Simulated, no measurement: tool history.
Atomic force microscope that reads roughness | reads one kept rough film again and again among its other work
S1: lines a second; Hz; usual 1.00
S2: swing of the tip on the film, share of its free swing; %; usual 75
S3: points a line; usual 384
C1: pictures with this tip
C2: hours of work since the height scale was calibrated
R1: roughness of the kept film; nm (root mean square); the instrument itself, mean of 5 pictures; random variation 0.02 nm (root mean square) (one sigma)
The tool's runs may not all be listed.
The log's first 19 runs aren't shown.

run	hour	S1	S2	S3	C1	C2	R1
20	436.1	1.00	75	297	65	234	4.952
21	458.9	1.00	81	384	85	244	4.867
22	480.1	1.00	81	384	103	253	4.858
23	502.5	1.28	86	314	123	263	4.537
# hour 519.2: new tip fitted
24	522.4	1.28	86	314	3	271	4.548
25	536.7	1.47	86	560	15	277	4.476
26	558.1	1.99	83	420	33	286	4.312
27	577.4	1.47	66	941	50	294	5.041
28	596.3	1.47	66	941	67	302	5.048
29	619.6	1.47	66	941	87	312	5.060
30	638.8	0.87	89	384	103	320	4.709
31	663.5	2.44	59	288	125	331	4.992
# hour 678.6: new tip fitted
32	688.6	2.44	59	288	9	341	5.037
33	712.9	1.10	85	478	30	352	4.719
34	735.0	1.64	79	873	49	361	4.680
35	766.8	3.74	79	496	77	375	3.869
36	788.0	1.00	75	885	95	384	4.967
37	811.4	1.57	59	384	115	393	5.145
# hour 836.5: new tip fitted
38	836.5	1.37	57	443	0	404	5.217
39	851.8	1.66	90	443	14	410	4.183
40	878.6	1.13	90	306	37	422	4.481
41	911.6	0.50	86	384	65	436	5.058
42	931.7	3.24	86	271	83	444	3.621
43	950.8	0.82	78	676	99	452	5.005
44	966.9	1.64	79	395	113	459	4.605

5 ways to go on from here, each from the tool as it stands after run 44. What would each give?
# hour 994.0: new tip fitted
A	998.4	0.81	79	369	4	473	?
# hour 994.0: new tip fitted
B	998.4	1.21	68	583	4	473	?
# hour 994.0: new tip fitted
C	998.4	2.21	90	372	4	473	?
# hour 994.0: new tip fitted
D	998.4	1.56	67	736	4	473	?
# hour 994.0: new tip fitted
E	998.4	1.22	78	384	4	473	?

run	R1
A	5.018
B	5.094
C	3.876
D	5.062
E	4.810
Without the tool's hidden state the same runs would have given:
run	R1
A	5.021
B	5.097
C	3.879
D	5.065
E	4.813

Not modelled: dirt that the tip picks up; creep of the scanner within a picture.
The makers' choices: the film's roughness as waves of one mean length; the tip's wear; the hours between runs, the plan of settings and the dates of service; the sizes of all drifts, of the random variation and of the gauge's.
